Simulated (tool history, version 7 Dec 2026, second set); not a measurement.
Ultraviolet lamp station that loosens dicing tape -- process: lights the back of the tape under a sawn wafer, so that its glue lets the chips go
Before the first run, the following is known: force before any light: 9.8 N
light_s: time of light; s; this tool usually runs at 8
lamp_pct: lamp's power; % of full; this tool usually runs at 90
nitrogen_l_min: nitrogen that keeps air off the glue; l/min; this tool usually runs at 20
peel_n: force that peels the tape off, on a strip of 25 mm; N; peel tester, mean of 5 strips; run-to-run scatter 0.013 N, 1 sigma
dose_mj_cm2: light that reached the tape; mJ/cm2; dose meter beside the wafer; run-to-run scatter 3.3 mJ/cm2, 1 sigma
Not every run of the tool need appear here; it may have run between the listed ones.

run,day,light_s,lamp_pct,nitrogen_l_min,peel_n,dose_mj_cm2
1,0.000,8,90,20,0.944,445
# day 0.829: window cleaned of glue's vapour
2,1.204,8,90,16,0.814,519
3,2.054,9,90,20,0.530,575
4,3.317,9,90,20,0.537,582
5,4.479,9,90,20,0.545,562
6,5.446,8,90,11,1.218,503
7,6.329,8,90,11,1.235,499
8,7.396,8,90,27,0.554,498
9,8.746,8,86,20,0.831,466
10,10.021,8,74,33,0.786,399
11,11.412,8,92,16,0.924,497
12,12.725,10,88,7,1.336,584
13,13.488,15,79,18,0.291,783
14,14.796,8,90,6,2.069,469
15,15.588,8,90,8,1.754,467

Branching from run 15: 3 alternative next runs. What would each branch give?
A,16.879,8,90,26,?,?
B,16.879,8,75,32,?,?
C,16.879,8,79,8,?,?

run,peel_n,dose_mj_cm2
A,0.682,464
B,0.856,389
C,2.238,408
The same runs, with their run-to-run variation unchanged, on a tool lacking any hidden condition would have given:
run,peel_n,dose_mj_cm2
A,0.496,533
B,0.630,447
C,1.808,469
